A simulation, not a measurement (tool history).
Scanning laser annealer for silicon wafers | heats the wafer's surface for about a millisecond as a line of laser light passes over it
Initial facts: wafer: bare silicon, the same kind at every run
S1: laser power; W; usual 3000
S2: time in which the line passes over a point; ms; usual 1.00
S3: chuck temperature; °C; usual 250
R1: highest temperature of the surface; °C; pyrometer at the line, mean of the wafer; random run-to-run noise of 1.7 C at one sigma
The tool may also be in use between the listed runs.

run     day    S1    S2   S3    R1
  1   0.000  3000  1.00  250  1011
  2   2.433  3000  1.00  250  1009
  3   4.204  3000  1.00  250  1010
  4   5.538  3000  1.00  238   999
  5   7.279  3000  1.00  238   995
  6   9.258  3000  1.00  239   997
  7  11.788  3000  1.00  250  1005
     13.242  -- window over the wafer cleaned
  8  14.392  3000  1.00  237   989
  9  16.200  3000  1.00  237   989
 10  18.262  3000  1.00  237   986
 11  20.133  3000  1.00  223   969
 12  21.396  3000  1.00  223   973
     21.867  -- window over the wafer cleaned, once more
 13  23.171  3000  1.01  250  1032
 14  25.354  3000  1.13  250  1078
 15  26.908  3000  1.13  250  1078
 16  28.112  3000  1.13  250  1078
 17  30.042  3000  1.13  250  1078
 18  31.225  3000  1.21  250  1102
 19  33.462  3000  1.21  250  1102
 20  35.821  3000  1.21  250  1101
 21  37.175  3000  1.21  250  1100
 22  38.700  3000  0.98  288  1054
 23  40.325  2566  0.98  288   946
 24  41.667  2566  0.98  288   949
 25  43.392  2566  0.98  288   947
 26  45.067  3000  1.00  238  1008
 27  47.267  3000  0.86  250   960
 28  48.592  2989  1.00  274  1038
 29  49.750  3000  0.73  218   872
 30  50.908  2803  0.74  216   833
 31  52.100  3240  0.74  216   929
 32  53.921  3240  0.74  216   923
 33  54.979  3000  1.00  223   987
 34  56.788  2738  1.00  228   929
 35  58.896  2738  1.00  228   926
 36  61.292  2700  0.84  288   922
 37  63.142  2700  0.84  288   922
 38  65.300  2700  1.11  225   950
 39  66.388  2700  1.09  266   985
 40  68.621  2662  1.18  261   996
 41  70.317  2662  1.18  261   996

Each row is a separate what-if for the run after 41, all from the same tool condition, not one after another. Results?
  A  72.796  3000  0.78  250   ?
  B  72.796  2662  1.08  261   ?
  C  72.796  3000  0.95  228   ?

run   R1
  A  917
  B  962
  C  963
With the hidden condition removed and each run's random variation left untouched, the same runs would have given:
run   R1
  A  946
  B  993
  C  995
